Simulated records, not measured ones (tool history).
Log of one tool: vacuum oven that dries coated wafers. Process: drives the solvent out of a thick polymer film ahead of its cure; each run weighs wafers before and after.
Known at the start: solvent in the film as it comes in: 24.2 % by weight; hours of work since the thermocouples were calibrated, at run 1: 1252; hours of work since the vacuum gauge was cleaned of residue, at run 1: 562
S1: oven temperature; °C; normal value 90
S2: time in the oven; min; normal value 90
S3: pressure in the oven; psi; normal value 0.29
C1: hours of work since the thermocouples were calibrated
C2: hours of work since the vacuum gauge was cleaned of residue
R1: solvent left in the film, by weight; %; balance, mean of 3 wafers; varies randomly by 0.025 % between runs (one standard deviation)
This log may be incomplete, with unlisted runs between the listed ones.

run   hour   S1   S2     S3    C1    C2     R1
  1      0   90   90   0.29  1252   562   5.09
  2   14.1   76   90   0.29  1262   572  12.21
      27.4  -- oven's thermocouples calibrated
  3     43   76   90   0.29    11   590  12.12
  4   68.5   90   90   0.29    28   607   4.97
  5   90.7   90   90  0.357    43   622   5.35
  6  114.5   90   90  0.357    59   639   5.36
  7  134.5   98   90  0.357    73   652   2.73
     153.4  -- oven's thermocouples calibrated, once more
  8  155.9   98   90  0.357     2   665   3.27
  9  177.2  105   90  0.357    16   680   1.88
 10  195.5   90   90   0.29    29   692   5.87
 11  221.7   90   90   0.29    46   710   5.82
 12  247.2   90   90  0.379    64   727    6.4
 13  273.8   90   90  0.218    82   745   5.35
 14  286.8   90   90  0.218    91   754   5.37
 15  305.1   90   90  0.218   103   767   5.37
 16  330.9   90   90  0.218   121   784   5.41
 17  355.9   90   90  0.218   138   801   5.31
 18  376.7   90   90  0.218   152   815   5.28
 19  397.6   99  145  0.757   166   829   4.45
 20  422.3   78   76  0.757   183   846   16.1
 21  446.7   90  154  0.319   199   863   3.63
 22  472.7   90  154  0.319   217   880   3.65
 23  497.9   87  139  0.206   234   898   4.21
 24  512.2   92  139  0.206   244   907   2.59
 25  534.6  101   51   0.29   259   922   4.21
 26  546.6   90  107   0.29   267   931   4.87
 27  562.6   90  107   0.29   278   941   4.83
 28  580.3   82  119  0.232   290   953   7.63
 29    604   88  102   0.29   306   970   5.97
 30  631.2   88  102   0.29   324   988   5.98
 31  650.1  104  102   0.29   337  1001   1.57
 32  676.1   77   76  0.247   355  1019  13.08
 33  688.6   78   62   0.35   363  1027  14.34
 34  715.5   78   62   0.35   382  1045  14.33
 35  729.8   91   51  0.257   391  1055   8.61
 36  752.4   84  159  0.294   407  1070   5.56

Take each entry between the runs: how does the hidden state at the last listed run before it differ from the hidden state at the first listed run after it?
Run 2 -> run 3: oven's thermocouples calibrated (hour 27.4)
  true wafer temperature over the reading, C: 1.73 -> 2.04; true pressure over the reading, kPa: 0.083 -> 0.086
  measured value less the no-hidden-state value, R1: -0.78 -> -0.93 %
Run 7 -> run 8: oven's thermocouples calibrated, once more (hour 153.4)
  true wafer temperature over the reading, C: 2.11 -> 0.01; true pressure over the reading, kPa: 0.097 -> 0.099
  measured value less the no-hidden-state value, R1: -0.45 -> +0.08 %
